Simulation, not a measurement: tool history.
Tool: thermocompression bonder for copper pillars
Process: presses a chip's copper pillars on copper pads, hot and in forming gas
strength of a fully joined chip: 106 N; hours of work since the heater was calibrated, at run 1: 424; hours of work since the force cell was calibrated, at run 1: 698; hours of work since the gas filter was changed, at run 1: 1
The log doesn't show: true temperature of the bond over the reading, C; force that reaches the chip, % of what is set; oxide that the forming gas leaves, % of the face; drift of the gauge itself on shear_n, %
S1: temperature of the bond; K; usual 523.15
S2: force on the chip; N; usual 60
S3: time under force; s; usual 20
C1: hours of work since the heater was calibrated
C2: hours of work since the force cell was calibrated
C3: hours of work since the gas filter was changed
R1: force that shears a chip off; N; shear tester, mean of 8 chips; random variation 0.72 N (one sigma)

Run 1, day 0.000: usual settings; C1 424; C2 698; C3 1. Result: R1 51.1 N.
Run 2, day 0.812: usual settings; C1 432; C2 706; C3 9. Result: R1 49.6 N.
Run 3, day 1.538: usual settings; C1 439; C2 713; C3 16. Result: R1 51.3 N.
Run 4, day 2.508: usual settings; C1 448; C2 723; C3 26. Result: R1 51.2 N.
Run 5, day 3.138: usual settings; C1 455; C2 729; C3 32. Result: R1 50.6 N.
Run 6, day 3.812: usual settings but S3 32 s; C1 461; C2 735; C3 39. Result: R1 60.8 N.
Run 7, day 4.812: usual settings; C1 471; C2 745; C3 48. Result: R1 50.5 N.
Run 8, day 5.383: usual settings but S1 540.15 K; C1 477; C2 751; C3 54. Result: R1 59.2 N.
Run 9, day 6.371: usual settings but S1 540.15 K; C1 486; C2 760; C3 64. Result: R1 59.8 N.
Run 10, day 7.179: usual settings but S1 540.15 K; C1 494; C2 768; C3 72. Result: R1 58.3 N.
Run 11, day 7.738: usual settings but S3 58 s; C1 500; C2 774; C3 77. Result: R1 70.8 N.
Run 12, day 8.879: usual settings but S3 58 s; C1 511; C2 785; C3 88. Result: R1 70.9 N.
Run 13, day 9.633: usual settings but S3 28 s; C1 518; C2 792; C3 96. Result: R1 57.3 N.
Run 14, day 10.512: usual settings but S3 28 s; C1 527; C2 801; C3 104. Result: R1 57.9 N.
Run 15, day 11.054: usual settings; C1 532; C2 806; C3 109. Result: R1 51.2 N.
Run 16, day 12.079: usual settings; C1 542; C2 816; C3 119. Result: R1 51.4 N.
Run 17, day 12.975: usual settings; C1 551; C2 825; C3 128. Result: R1 52.8 N.
Run 18, day 13.821: usual settings; C1 559; C2 833; C3 136. Result: R1 51.2 N.
Run 19, day 14.775: usual settings; C1 568; C2 843; C3 146. Result: R1 50.8 N.
Run 20, day 15.371: usual settings; C1 574; C2 848; C3 152. Result: R1 51.0 N.
Run 21, day 16.029: usual settings but S1 537.15 K, S2 68 N, S3 13 s; C1 581; C2 855; C3 158. Result: R1 52.4 N.
Run 22, day 17.004: usual settings but S1 537.15 K, S2 68 N, S3 13 s; C1 590; C2 864; C3 168. Result: R1 52.0 N.
Run 23, day 17.808: usual settings but S1 537.15 K, S2 68 N, S3 10 s; C1 598; C2 872; C3 175. Result: R1 49.2 N.
Run 24, day 18.467: usual settings but S1 537.15 K, S2 68 N, S3 10 s; C1 604; C2 879; C3 182. Result: R1 48.7 N.
Run 25, day 19.454: usual settings but S3 23 s; C1 614; C2 888; C3 192. Result: R1 53.6 N.
Run 26, day 20.008: usual settings but S2 46 N; C1 619; C2 894; C3 197. Result: R1 44.9 N.
Run 27, day 20.788: usual settings but S1 546.15 K, S2 46 N, S3 41 s; C1 627; C2 901; C3 205. Result: R1 71.3 N.
Run 28, day 21.883: usual settings but S1 521.15 K, S2 55 N, S3 48 s; C1 638; C2 912; C3 215. Result: R1 66.8 N.
Run 29, day 22.583: usual settings but S1 521.15 K, S2 55 N, S3 48 s; C1 645; C2 919; C3 222. Result: R1 65.7 N.
Run 30, day 23.338: usual settings but S1 521.15 K, S2 55 N, S3 48 s; C1 652; C2 926; C3 229. Result: R1 64.7 N.
At day 23.992: forming gas filter changed.
Run 31, day 24.358: usual settings but S2 38 N; C1 662; C2 936; C3 4. Result: R1 42.0 N.
Run 32, day 25.412: usual settings but S2 65 N; C1 672; C2 946; C3 14. Result: R1 52.9 N.
Run 33, day 25.929: usual settings but S2 65 N; C1 677; C2 951; C3 19. Result: R1 52.6 N.
Run 34, day 26.600: usual settings but S1 517.15 K, S2 42 N; C1 684; C2 958; C3 25. Result: R1 41.2 N.
Run 35, day 27.092: usual settings but S1 517.15 K, S2 68 N; C1 688; C2 963; C3 30. Result: R1 50.4 N.
Run 36, day 27.612: usual settings but S1 517.15 K, S2 68 N; C1 694; C2 968; C3 35. Result: R1 51.1 N.
Run 37, day 28.204: usual settings but S1 517.15 K, S2 68 N; C1 699; C2 974; C3 41. Result: R1 51.4 N.
Run 38, day 29.192: usual settings but S1 512.15 K, S2 84 N, S3 19 s; C1 709; C2 983; C3 51. Result: R1 51.3 N.
Run 39, day 29.967: usual settings but S1 512.15 K, S2 84 N, S3 19 s; C1 717; C2 991; C3 58. Result: R1 52.8 N.

How the hidden state differs across the entries between the runs, from the last listed run before each to the first after it:
Between runs 30 and 31: forming gas filter changed (day 23.992)
  oxide that the forming gas leaves, % of the face: 1 -> 0.51
